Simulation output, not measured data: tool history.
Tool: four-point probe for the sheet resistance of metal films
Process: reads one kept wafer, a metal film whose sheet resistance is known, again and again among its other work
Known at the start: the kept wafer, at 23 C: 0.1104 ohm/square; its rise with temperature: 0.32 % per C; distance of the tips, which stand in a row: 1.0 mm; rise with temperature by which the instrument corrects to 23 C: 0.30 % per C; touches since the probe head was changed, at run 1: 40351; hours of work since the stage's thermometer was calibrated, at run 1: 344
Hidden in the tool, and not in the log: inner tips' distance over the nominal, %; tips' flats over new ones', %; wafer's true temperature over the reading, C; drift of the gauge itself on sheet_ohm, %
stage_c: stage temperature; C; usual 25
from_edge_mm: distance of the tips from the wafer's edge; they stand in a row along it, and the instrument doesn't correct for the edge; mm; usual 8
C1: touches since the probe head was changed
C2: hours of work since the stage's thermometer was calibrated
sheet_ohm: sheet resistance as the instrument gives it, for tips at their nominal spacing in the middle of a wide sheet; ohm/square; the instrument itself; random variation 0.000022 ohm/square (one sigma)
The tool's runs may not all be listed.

{"run": 1, "hour": 0.0, "stage_c": 25, "from_edge_mm": 8, "C1": 40351, "C2": 344, "sheet_ohm": 0.111121}
{"run": 2, "hour": 54.3, "stage_c": 25, "from_edge_mm": 8, "C1": 41227, "C2": 377, "sheet_ohm": 0.111071}
{"run": 3, "hour": 125.1, "stage_c": 25, "from_edge_mm": 8, "C1": 42370, "C2": 421, "sheet_ohm": 0.111068}
{"run": 4, "hour": 173.6, "stage_c": 25, "from_edge_mm": 8, "C1": 43152, "C2": 451, "sheet_ohm": 0.111073}
{"run": 5, "hour": 216.0, "stage_c": 24, "from_edge_mm": 8, "C1": 43838, "C2": 477, "sheet_ohm": 0.111092}
{"run": 6, "hour": 280.2, "stage_c": 24, "from_edge_mm": 8, "C1": 44874, "C2": 516, "sheet_ohm": 0.111109}
{"run": 7, "hour": 315.9, "stage_c": 24, "from_edge_mm": 8, "C1": 45450, "C2": 538, "sheet_ohm": 0.111103}
{"run": 8, "hour": 357.8, "stage_c": 24, "from_edge_mm": 8, "C1": 46126, "C2": 564, "sheet_ohm": 0.111103}
{"run": 9, "hour": 429.6, "stage_c": 24, "from_edge_mm": 8, "C1": 47286, "C2": 609, "sheet_ohm": 0.11112}
{"run": 10, "hour": 479.0, "stage_c": 31, "from_edge_mm": 8, "C1": 48083, "C2": 639, "sheet_ohm": 0.111313}
{"run": 11, "hour": 532.9, "stage_c": 23, "from_edge_mm": 13, "C1": 48952, "C2": 672, "sheet_ohm": 0.110531}
{"run": 12, "hour": 581.4, "stage_c": 35, "from_edge_mm": 5, "C1": 49736, "C2": 702, "sheet_ohm": 0.11279}
{"run": 13, "hour": 651.4, "stage_c": 32, "from_edge_mm": 44, "C1": 50865, "C2": 745, "sheet_ohm": 0.110435}
{"run": 14, "hour": 685.4, "stage_c": 19, "from_edge_mm": 7, "C1": 51414, "C2": 766, "sheet_ohm": 0.111302}
{"run": 15, "hour": 752.4, "stage_c": 19, "from_edge_mm": 66, "C1": 52496, "C2": 808, "sheet_ohm": 0.110129}
{"run": 16, "hour": 799.3, "stage_c": 30, "from_edge_mm": 13, "C1": 53254, "C2": 836, "sheet_ohm": 0.110764}
{"run": 17, "hour": 872.1, "stage_c": 29, "from_edge_mm": 13, "C1": 54427, "C2": 881, "sheet_ohm": 0.110732}
{"run": 18, "hour": 946.9, "stage_c": 24, "from_edge_mm": 20, "C1": 55636, "C2": 927, "sheet_ohm": 0.110427}
{"run": 19, "hour": 991.4, "stage_c": 20, "from_edge_mm": 7, "C1": 56354, "C2": 955, "sheet_ohm": 0.111364}

Some steps in sheet_ohm between neighbouring runs. How much of each would the tool show without its hidden state too (settings, what came in, random variation), and how much is left for the hidden state, with any gauge scatter that isn't in both results?
Run 12 -> 13: stage_c 35 -> 32, from_edge_mm 5 -> 44. sheet_ohm -0.002355 ohm/square: hidden state +0.000017, all else -0.002372.
